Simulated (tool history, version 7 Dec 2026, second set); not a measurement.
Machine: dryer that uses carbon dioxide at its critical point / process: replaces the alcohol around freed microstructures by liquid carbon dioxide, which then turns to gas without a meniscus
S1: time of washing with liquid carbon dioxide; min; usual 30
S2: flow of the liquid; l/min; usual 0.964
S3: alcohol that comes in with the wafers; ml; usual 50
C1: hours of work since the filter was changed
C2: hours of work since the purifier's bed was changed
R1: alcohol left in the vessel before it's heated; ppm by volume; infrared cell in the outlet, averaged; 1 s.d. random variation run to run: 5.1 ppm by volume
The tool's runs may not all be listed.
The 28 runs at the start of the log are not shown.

run,day,S1,S2,S3,C1,C2,R1
29,10.604,22,0.811,65,139,175,731
30,10.908,26,0.689,43,141,178,498
31,11.225,26,0.689,43,144,180,511
32,11.688,23,1.352,50,147,183,76
33,12.104,43,0.697,97,150,187,163
34,12.617,42,0.964,59,154,190,44
35,12.904,21,0.964,62,156,193,458
36,13.483,30,1.182,89,161,197,75
37,13.729,48,0.964,50,163,199,39
38,14.225,35,0.964,26,166,202,59
39,14.504,19,0.58,110,168,205,4134
40,14.771,19,0.743,62,170,207,1297
41,15.2,19,0.743,62,174,210,1338
42,15.546,37,1.535,51,176,212,38
43,15.975,45,0.964,35,179,216,52

Estimate the outcome of run 44 from the log above:
44,16.525,29,0.912,50,184,220,?

Run 44 produced R1 154 ppm by volume.
Minus the tool's unlogged condition, the same run would have read R1 90 ppm by volume.
